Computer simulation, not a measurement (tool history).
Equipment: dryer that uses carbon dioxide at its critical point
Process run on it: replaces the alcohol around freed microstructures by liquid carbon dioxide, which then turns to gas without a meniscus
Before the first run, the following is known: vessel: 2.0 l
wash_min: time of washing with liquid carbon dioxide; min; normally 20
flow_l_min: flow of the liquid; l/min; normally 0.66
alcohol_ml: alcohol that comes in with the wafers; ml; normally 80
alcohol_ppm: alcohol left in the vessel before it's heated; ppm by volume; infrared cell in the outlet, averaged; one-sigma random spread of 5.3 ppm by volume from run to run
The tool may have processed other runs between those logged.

run 1 day=0 | wash_min=20 flow_l_min=0.66 alcohol_ml=80 | alcohol_ppm=168
run 2 day=0.933 | wash_min=20 flow_l_min=0.66 alcohol_ml=80 | alcohol_ppm=189
run 3 day=1.425 | wash_min=20 flow_l_min=0.66 alcohol_ml=80 | alcohol_ppm=181
run 4 day=2.038 | wash_min=20 flow_l_min=0.66 alcohol_ml=80 | alcohol_ppm=186
run 5 day=2.992 | wash_min=20 flow_l_min=0.66 alcohol_ml=80 | alcohol_ppm=183
run 6 day=3.704 | wash_min=20 flow_l_min=0.66 alcohol_ml=80 | alcohol_ppm=179
run 7 day=4.175 | wash_min=21 flow_l_min=0.66 alcohol_ml=80 | alcohol_ppm=148
run 8 day=4.992 | wash_min=21 flow_l_min=0.66 alcohol_ml=80 | alcohol_ppm=145
run 9 day=5.925 | wash_min=21 flow_l_min=0.66 alcohol_ml=80 | alcohol_ppm=148
run 10 day=6.633 | wash_min=21 flow_l_min=0.66 alcohol_ml=80 | alcohol_ppm=165
run 11 day=7.267 | wash_min=20 flow_l_min=0.66 alcohol_ml=80 | alcohol_ppm=191
run 12 day=8.358 | wash_min=20 flow_l_min=0.66 alcohol_ml=80 | alcohol_ppm=198
run 13 day=9.1 | wash_min=23 flow_l_min=0.66 alcohol_ml=80 | alcohol_ppm=105
run 14 day=9.633 | wash_min=20 flow_l_min=0.66 alcohol_ml=80 | alcohol_ppm=214
run 15 day=10.558 | wash_min=20 flow_l_min=0.66 alcohol_ml=80 | alcohol_ppm=204
run 16 day=11.646 | wash_min=14 flow_l_min=0.66 alcohol_ml=80 | alcohol_ppm=936
run 17 day=12.629 | wash_min=14 flow_l_min=0.66 alcohol_ml=40 | alcohol_ppm=479
run 18 day=13.471 | wash_min=20 flow_l_min=0.66 alcohol_ml=80 | alcohol_ppm=215
run 19 day=14.296 | wash_min=20 flow_l_min=0.66 alcohol_ml=80 | alcohol_ppm=216
run 20 day=14.933 | wash_min=20 flow_l_min=0.66 alcohol_ml=80 | alcohol_ppm=221
run 21 day=15.817 | wash_min=20 flow_l_min=0.66 alcohol_ml=56 | alcohol_ppm=154
run 22 day=16.346 | wash_min=20 flow_l_min=0.66 alcohol_ml=56 | alcohol_ppm=171
run 23 day=16.967 | wash_min=20 flow_l_min=0.66 alcohol_ml=90 | alcohol_ppm=261
run 24 day=18.025 | wash_min=20 flow_l_min=0.443 alcohol_ml=90 | alcohol_ppm=1392
run 25 day=18.642 | wash_min=20 flow_l_min=0.887 alcohol_ml=80 | alcohol_ppm=65
run 26 day=19.421 | wash_min=24 flow_l_min=0.797 alcohol_ml=31 | alcohol_ppm=47
run 27 day=19.988 | wash_min=24 flow_l_min=0.453 alcohol_ml=31 | alcohol_ppm=254
run 28 day=21.038 | wash_min=24 flow_l_min=0.808 alcohol_ml=20 | alcohol_ppm=41
run 29 day=21.958 | wash_min=24 flow_l_min=0.808 alcohol_ml=20 | alcohol_ppm=33
run 30 day=22.667 | wash_min=20 flow_l_min=0.577 alcohol_ml=80 | alcohol_ppm=459
run 31 day=23.308 | wash_min=20 flow_l_min=0.577 alcohol_ml=80 | alcohol_ppm=457
run 32 day=24.45 | wash_min=20 flow_l_min=0.577 alcohol_ml=80 | alcohol_ppm=464
run 33 day=25.217 | wash_min=25 flow_l_min=0.961 alcohol_ml=22 | alcohol_ppm=45
run 34 day=26.062 | wash_min=26 flow_l_min=0.826 alcohol_ml=75 | alcohol_ppm=57
run 35 day=26.608 | wash_min=26 flow_l_min=0.826 alcohol_ml=75 | alcohol_ppm=53
run 36 day=27.283 | wash_min=26 flow_l_min=0.942 alcohol_ml=75 | alcohol_ppm=52
run 37 day=28.379 | wash_min=26 flow_l_min=0.751 alcohol_ml=21 | alcohol_ppm=52
run 38 day=28.992 | wash_min=26 flow_l_min=0.751 alcohol_ml=21 | alcohol_ppm=54
run 39 day=29.558 | wash_min=26 flow_l_min=0.652 alcohol_ml=63 | alcohol_ppm=82
run 40 day=30.225 | wash_min=22 flow_l_min=0.926 alcohol_ml=116 | alcohol_ppm=70
run 41 day=31.192 | wash_min=29 flow_l_min=0.58 alcohol_ml=42 | alcohol_ppm=79
run 42 day=32.221 | wash_min=16 flow_l_min=1.028 alcohol_ml=30 | alcohol_ppm=71
run 43 day=33.317 | wash_min=18 flow_l_min=0.66 alcohol_ml=42 | alcohol_ppm=244
run 44 day=33.846 | wash_min=20 flow_l_min=0.486 alcohol_ml=80 | alcohol_ppm=1057
run 45 day=34.412 | wash_min=20 flow_l_min=0.486 alcohol_ml=80 | alcohol_ppm=1049
run 46 day=35.012 | wash_min=20 flow_l_min=0.402 alcohol_ml=80 | alcohol_ppm=1965
run 47 day=35.712 | wash_min=19 flow_l_min=0.58 alcohol_ml=52 | alcohol_ppm=428

Forecast each of these 3 alternatives for the next run:
run A day=36.608 | wash_min=18 flow_l_min=1.013 alcohol_ml=52 | alcohol_ppm=?
run B day=36.608 | wash_min=20 flow_l_min=0.783 alcohol_ml=62 | alcohol_ppm=?
run C day=36.608 | wash_min=25 flow_l_min=0.601 alcohol_ml=61 | alcohol_ppm=?

run=A alcohol_ppm=78
run=B alcohol_ppm=129
run=C alcohol_ppm=146
Stripped of hidden state, with their random variation kept, the same runs would have yielded:
run=A alcohol_ppm=17
run=B alcohol_ppm=37
run=C alcohol_ppm=44
